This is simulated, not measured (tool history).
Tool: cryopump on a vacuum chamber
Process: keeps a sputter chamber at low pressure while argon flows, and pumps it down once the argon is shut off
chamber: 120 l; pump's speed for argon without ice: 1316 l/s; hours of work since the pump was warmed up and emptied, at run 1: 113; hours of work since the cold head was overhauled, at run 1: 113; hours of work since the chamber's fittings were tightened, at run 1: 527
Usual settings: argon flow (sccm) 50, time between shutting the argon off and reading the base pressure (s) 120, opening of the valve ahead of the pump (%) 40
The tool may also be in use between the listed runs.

run     day  argon flow (sccm)  time between shutting the argon off and reading the base pressure (s)  opening of the valve ahead of the pump (%)  hours of work since the pump was warmed up and emptied  hours of work since the cold head was overhauled  hours of work since the chamber's fittings were tightened  pressure while argon flows (Pa)  pressure after the wait (uPa)
  1   0.000                 50                                                                    120                                          40                                                     113                                               113                                                        527                           0.1626                           2.16
  2   1.983                 50                                                                    120                                          40                                                     141                                               141                                                        556                           0.1631                           2.16
  3   3.738                 50                                                                    120                                          40                                                     166                                               166                                                        580                           0.1634                           2.12
  4   5.767                 50                                                                    120                                          40                                                     195                                               195                                                        609                           0.1629                           2.31
  5   7.804                 50                                                                    120                                          40                                                     224                                               224                                                        638                           0.1640                           2.30
  6   9.662                 50                                                                    120                                          40                                                     250                                               250                                                        665                           0.1644                           2.41
  7  11.379                 50                                                                    120                                          40                                                     275                                               275                                                        689                           0.1649                           2.40
  8  12.571                 50                                                                    223                                          40                                                     292                                               292                                                        706                           0.1650                           2.01
  9  14.150                 50                                                                    120                                          18                                                     314                                               314                                                        729                           0.3612                           2.43
 10  16.138                 50                                                                    120                                          18                                                     343                                               343                                                        757                           0.3608                           2.50
 11  17.738                 50                                                                    120                                          40                                                     365                                               365                                                        780                           0.1657                           2.69
 12  19.596                 50                                                                    120                                          40                                                     392                                               392                                                        806                           0.1665                           2.67
 13  20.988                 50                                                                    120                                          40                                                     412                                               412                                                        826                           0.1682                           2.73
 14  22.042                 50                                                                    120                                          40                                                     427                                               427                                                        841                           0.1676                           2.70
 15  23.608                 50                                                                    120                                          40                                                     449                                               449                                                        864                           0.1672                           2.88
 16  25.150                 50                                                                    120                                          40                                                     471                                               471                                                        886                           0.1675                           2.77
 17  26.988                 50                                                                    120                                          17                                                     497                                               497                                                        912                           0.3818                           2.85
 18  29.079                 50                                                                    120                                          17                                                     527                                               527                                                        941                           0.3892                           2.88
 19  30.138                 83                                                                    197                                          17                                                     542                                               542                                                        957                           0.6428                           2.65
 20  32.333                 83                                                                    197                                          52                                                     573                                               573                                                        988                           0.2181                           2.65
 21  33.704                 50                                                                    120                                          41                                                     593                                               593                                                       1007                           0.1655                           3.11
 22  35.442                 28                                                                     33                                          41                                                     618                                               618                                                       1032                           0.0933                           5.63
 23  36.354                 28                                                                     33                                          41                                                     631                                               631                                                       1045                           0.0934                           5.52
 24  38.129                 69                                                                     33                                          35                                                     656                                               656                                                       1070                           0.2669                           5.76
 25  39.600                 79                                                                    114                                          40                                                     677                                               677                                                       1091                           0.2697                           3.27
 26  40.929                 26                                                                    252                                          20                                                     696                                               696                                                       1110                           0.1726                           2.89
 27  42.104                 26                                                                     28                                          19                                                     712                                               712                                                       1127                           0.1809                           6.38
 28  43.200                 72                                                                    120                                          42                                                     728                                               728                                                       1143                           0.2382                           3.43
 29  44.296                 39                                                                     73                                          16                                                     744                                               744                                                       1158                           0.3230                           3.96
 30  45.504                 52                                                                    181                                          27                                                     761                                               761                                                       1175                           0.2585                           3.14
     45.717  -- leaking fittings of the chamber tightened, without venting
 31  47.075                 44                                                                    120                                          24                                                     782                                               782                                                         19                           0.2462                           1.27
 32  48.342                 44                                                                    120                                          24                                                     800                                               800                                                         37                           0.2493                           1.32
 33  49.762                 44                                                                    120                                          24                                                     820                                               820                                                         58                           0.2476                           1.33
 34  51.929                 39                                                                     60                                          21                                                     851                                               851                                                         88                           0.2491                           2.37
 35  53.117                 49                                                                     60                                          21                                                     868                                               868                                                        105                           0.3146                           2.35

Forecast each of these 3 alternatives for the next run:
  A  54.108                 49                                                                     46                                          25                                                     882                                               882                                                        120                                ?                              ?
  B  54.108                 40                                                                    153                                          15                                                     882                                               882                                                        120                                ?                              ?
  C  54.108                 49                                                                     60                                          52                                                     882                                               882                                                        120                                ?                              ?

run  pressure while argon flows (Pa)  pressure after the wait (uPa)
  A                           0.2667                           3.05
  B                           0.3529                           1.23
  C                           0.1353                           2.43
Without the tool's hidden state the same runs would have given:
run  pressure while argon flows (Pa)  pressure after the wait (uPa)
  A                           0.2525                           2.74
  B                           0.3414                           0.93
  C                           0.1214                           2.12

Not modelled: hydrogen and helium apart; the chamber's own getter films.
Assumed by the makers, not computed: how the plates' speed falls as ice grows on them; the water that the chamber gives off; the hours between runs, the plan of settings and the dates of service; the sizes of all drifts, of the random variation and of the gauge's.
